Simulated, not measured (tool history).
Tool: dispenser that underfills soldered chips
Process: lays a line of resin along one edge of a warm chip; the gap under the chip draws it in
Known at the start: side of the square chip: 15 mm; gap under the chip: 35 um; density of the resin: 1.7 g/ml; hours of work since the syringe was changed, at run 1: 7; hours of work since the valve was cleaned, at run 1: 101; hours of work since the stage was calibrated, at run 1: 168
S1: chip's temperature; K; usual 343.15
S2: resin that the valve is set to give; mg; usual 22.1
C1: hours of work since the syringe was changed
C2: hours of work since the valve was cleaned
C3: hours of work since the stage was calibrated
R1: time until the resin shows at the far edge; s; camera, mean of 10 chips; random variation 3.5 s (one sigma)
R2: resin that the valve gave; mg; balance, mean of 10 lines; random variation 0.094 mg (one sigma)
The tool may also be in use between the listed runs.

{"run": 1, "day": 0.0, "S1": 343.15, "S2": 22.1, "C1": 7, "C2": 101, "C3": 168, "R1": 563.1, "R2": 20.85}
{"day": 0.229, "done": "new syringe of resin"}
{"run": 2, "day": 0.229, "S1": 343.15, "S2": 27.9, "C1": 0, "C2": 105, "C3": 172, "R1": 337.8, "R2": 26.14}
{"run": 3, "day": 0.458, "S1": 343.15, "S2": 27.9, "C1": 4, "C2": 109, "C3": 176, "R1": 450.9, "R2": 25.93}
{"run": 4, "day": 0.721, "S1": 343.15, "S2": 27.9, "C1": 9, "C2": 113, "C3": 181, "R1": 645.5, "R2": 26.02}
{"day": 0.854, "done": "new syringe of resin"}
{"run": 5, "day": 0.904, "S1": 343.15, "S2": 22.1, "C1": 1, "C2": 116, "C3": 184, "R1": 358.4, "R2": 20.53}
{"run": 6, "day": 1.129, "S1": 343.15, "S2": 22.1, "C1": 5, "C2": 120, "C3": 188, "R1": 494.9, "R2": 20.58}
{"run": 7, "day": 1.283, "S1": 343.15, "S2": 22.1, "C1": 8, "C2": 123, "C3": 190, "R1": 600.3, "R2": 20.55}
{"day": 1.367, "done": "dispensing valve cleaned and set on the balance"}
{"day": 1.512, "done": "new syringe of resin"}
{"run": 8, "day": 1.567, "S1": 343.15, "S2": 24.0, "C1": 1, "C2": 3, "C3": 194, "R1": 360.1, "R2": 24.0}
{"run": 9, "day": 1.738, "S1": 343.15, "S2": 22.1, "C1": 4, "C2": 6, "C3": 197, "R1": 446.0, "R2": 22.07}
{"run": 10, "day": 1.904, "S1": 343.15, "S2": 22.1, "C1": 7, "C2": 9, "C3": 200, "R1": 554.9, "R2": 22.19}
{"run": 11, "day": 2.029, "S1": 343.15, "S2": 22.1, "C1": 9, "C2": 12, "C3": 203, "R1": 660.9, "R2": 22.05}
{"day": 2.146, "done": "new syringe of resin"}
{"run": 12, "day": 2.171, "S1": 343.15, "S2": 22.1, "C1": 0, "C2": 14, "C3": 205, "R1": 339.1, "R2": 21.91}
{"run": 13, "day": 2.442, "S1": 340.15, "S2": 22.1, "C1": 5, "C2": 19, "C3": 210, "R1": 544.5, "R2": 21.99}
{"run": 14, "day": 2.633, "S1": 340.15, "S2": 22.1, "C1": 9, "C2": 22, "C3": 213, "R1": 699.7, "R2": 21.75}
{"day": 2.783, "done": "new syringe of resin"}
{"run": 15, "day": 2.812, "S1": 340.15, "S2": 22.1, "C1": 0, "C2": 25, "C3": 216, "R1": 384.9, "R2": 21.64}
{"run": 16, "day": 2.938, "S1": 340.15, "S2": 22.1, "C1": 3, "C2": 27, "C3": 218, "R1": 452.7, "R2": 21.74}
{"run": 17, "day": 3.196, "S1": 340.15, "S2": 22.1, "C1": 7, "C2": 32, "C3": 223, "R1": 649.6, "R2": 21.65}
{"day": 3.425, "done": "new syringe of resin"}
{"run": 18, "day": 3.508, "S1": 340.15, "S2": 22.1, "C1": 1, "C2": 37, "C3": 228, "R1": 421.6, "R2": 21.83}
{"run": 19, "day": 3.662, "S1": 344.15, "S2": 19.6, "C1": 4, "C2": 40, "C3": 231, "R1": 443.2, "R2": 19.19}
{"run": 20, "day": 3.804, "S1": 351.15, "S2": 19.6, "C1": 7, "C2": 42, "C3": 233, "R1": 432.2, "R2": 19.08}
{"run": 21, "day": 4.017, "S1": 351.15, "S2": 19.6, "C1": 10, "C2": 46, "C3": 237, "R1": 568.6, "R2": 19.29}
{"day": 4.046, "done": "new syringe of resin"}
{"run": 22, "day": 4.321, "S1": 351.15, "S2": 19.6, "C1": 5, "C2": 51, "C3": 242, "R1": 369.9, "R2": 19.08}
{"run": 23, "day": 4.583, "S1": 332.15, "S2": 24.8, "C1": 10, "C2": 56, "C3": 247, "R1": 1030.3, "R2": 24.05}
{"day": 4.667, "done": "new syringe of resin"}
{"run": 24, "day": 4.725, "S1": 332.15, "S2": 26.0, "C1": 1, "C2": 58, "C3": 249, "R1": 539.8, "R2": 25.24}
{"run": 25, "day": 4.988, "S1": 329.15, "S2": 28.3, "C1": 6, "C2": 63, "C3": 254, "R1": 869.0, "R2": 27.5}
{"run": 26, "day": 5.254, "S1": 329.15, "S2": 28.3, "C1": 10, "C2": 68, "C3": 259, "R1": 1218.8, "R2": 27.44}
{"day": 5.296, "done": "new syringe of resin"}
{"run": 27, "day": 5.575, "S1": 329.15, "S2": 28.3, "C1": 5, "C2": 73, "C3": 264, "R1": 802.8, "R2": 27.23}
{"run": 28, "day": 5.733, "S1": 329.15, "S2": 28.3, "C1": 8, "C2": 76, "C3": 267, "R1": 983.5, "R2": 27.3}
{"day": 5.925, "done": "new syringe of resin"}
{"run": 29, "day": 6.004, "S1": 343.15, "S2": 20.4, "C1": 1, "C2": 81, "C3": 272, "R1": 369.4, "R2": 19.48}
{"run": 30, "day": 6.308, "S1": 343.15, "S2": 20.4, "C1": 7, "C2": 86, "C3": 277, "R1": 569.8, "R2": 19.46}
{"run": 31, "day": 6.471, "S1": 358.15, "S2": 25.2, "C1": 10, "C2": 89, "C3": 280, "R1": 403.9, "R2": 24.02}
{"day": 6.542, "done": "new syringe of resin"}
{"run": 32, "day": 6.683, "S1": 354.15, "S2": 20.8, "C1": 3, "C2": 92, "C3": 284, "R1": 273.7, "R2": 19.83}
{"run": 33, "day": 6.888, "S1": 343.15, "S2": 20.7, "C1": 6, "C2": 96, "C3": 287, "R1": 536.4, "R2": 19.63}
{"run": 34, "day": 7.012, "S1": 343.15, "S2": 20.7, "C1": 8, "C2": 98, "C3": 289, "R1": 631.4, "R2": 19.68}
{"day": 7.162, "done": "new syringe of resin"}
{"run": 35, "day": 7.162, "S1": 345.15, "S2": 25.1, "C1": 0, "C2": 101, "C3": 292, "R1": 304.1, "R2": 23.81}
{"run": 36, "day": 7.288, "S1": 345.15, "S2": 25.1, "C1": 2, "C2": 103, "C3": 294, "R1": 350.4, "R2": 23.65}

How the hidden state differs across the entries between the runs, from the last listed run before each to the first after it:
Between runs 1 and 2: new syringe of resin (day 0.229)
  resin's viscosity, % of fresh resin's: 170.1 -> 100.3; dose that the valve gives, % of what is set: 93.89 -> 93.68; true chip temperature over the reading, C: 0.89 -> 0.91
  measured less the result without the state, R1: +223.6 -> -9.9 s; R2: -1.35 -> -1.76 mg
Between runs 4 and 5: new syringe of resin (day 0.854)
  resin's viscosity, % of fresh resin's: 195.1 -> 106.8; dose that the valve gives, % of what is set: 93.15 -> 92.96; true chip temperature over the reading, C: 0.95 -> 0.97
  measured less the result without the state, R1: +303.6 -> +13.6 s; R2: -1.92 -> -1.56 mg
Between runs 7 and 8: dispensing valve cleaned and set on the balance (day 1.367); new syringe of resin (day 1.512)
  resin's viscosity, % of fresh resin's: 178.6 -> 107.2; dose that the valve gives, % of what is set: 92.58 -> 99.98; true chip temperature over the reading, C: 1 -> 1.02
  measured less the result without the state, R1: +254.6 -> +11.3 s; R2: -1.65 -> +0.00 mg
Between runs 11 and 12: new syringe of resin (day 2.146)
  resin's viscosity, % of fresh resin's: 200.2 -> 102; dose that the valve gives, % of what is set: 99.52 -> 99.41; true chip temperature over the reading, C: 1.06 -> 1.07
  measured less the result without the state, R1: +317.9 -> -6.5 s; R2: -0.11 -> -0.13 mg
Between runs 14 and 15: new syringe of resin (day 2.783)
  resin's viscosity, % of fresh resin's: 190.3 -> 104; dose that the valve gives, % of what is set: 98.96 -> 98.81; true chip temperature over the reading, C: 1.12 -> 1.13
  measured less the result without the state, R1: +317.0 -> -0.8 s; R2: -0.23 -> -0.26 mg
Between runs 17 and 18: new syringe of resin (day 3.425)
  resin's viscosity, % of fresh resin's: 175.1 -> 112.9; dose that the valve gives, % of what is set: 98.41 -> 98.11; true chip temperature over the reading, C: 1.16 -> 1.19
  measured less the result without the state, R1: +262.9 -> +31.7 s; R2: -0.35 -> -0.42 mg
Between runs 21 and 22: new syringe of resin (day 4.046)
  resin's viscosity, % of fresh resin's: 223.9 -> 145.8; dose that the valve gives, % of what is set: 97.62 -> 97.35; true chip temperature over the reading, C: 1.24 -> 1.26
  measured less the result without the state, R1: +304.7 -> +105.9 s; R2: -0.47 -> -0.52 mg
Between runs 23 and 24: new syringe of resin (day 4.667)
  resin's viscosity, % of fresh resin's: 207.9 -> 109.4; dose that the valve gives, % of what is set: 97.07 -> 96.95; true chip temperature over the reading, C: 1.28 -> 1.3
  measured less the result without the state, R1: +509.8 -> +21.3 s; R2: -0.72 -> -0.79 mg
Between runs 26 and 27: new syringe of resin (day 5.296)
  resin's viscosity, % of fresh resin's: 224.1 -> 143.9; dose that the valve gives, % of what is set: 96.4 -> 96.14; true chip temperature over the reading, C: 1.34 -> 1.37
  measured less the result without the state, R1: +645.5 -> +214.3 s; R2: -1.03 -> -1.09 mg
Between runs 28 and 29: new syringe of resin (day 5.925)
  resin's viscosity, % of fresh resin's: 178.7 -> 111.9; dose that the valve gives, % of what is set: 95.97 -> 95.71; true chip temperature over the reading, C: 1.39 -> 1.41
  measured less the result without the state, R1: +402.6 -> +24.4 s; R2: -1.14 -> -0.88 mg
Between runs 31 and 32: new syringe of resin (day 6.542)
  resin's viscosity, % of fresh resin's: 210.6 -> 122.6; dose that the valve gives, % of what is set: 95.23 -> 95.02; true chip temperature over the reading, C: 1.45 -> 1.47
  measured less the result without the state, R1: +202.8 -> +40.7 s; R2: -1.20 -> -1.04 mg
Between runs 34 and 35: new syringe of resin (day 7.162)
  resin's viscosity, % of fresh resin's: 191 -> 99.9; dose that the valve gives, % of what is set: 94.68 -> 94.54; true chip temperature over the reading, C: 1.5 -> 1.51
  measured less the result without the state, R1: +285.1 -> -16.5 s; R2: -1.10 -> -1.38 mg
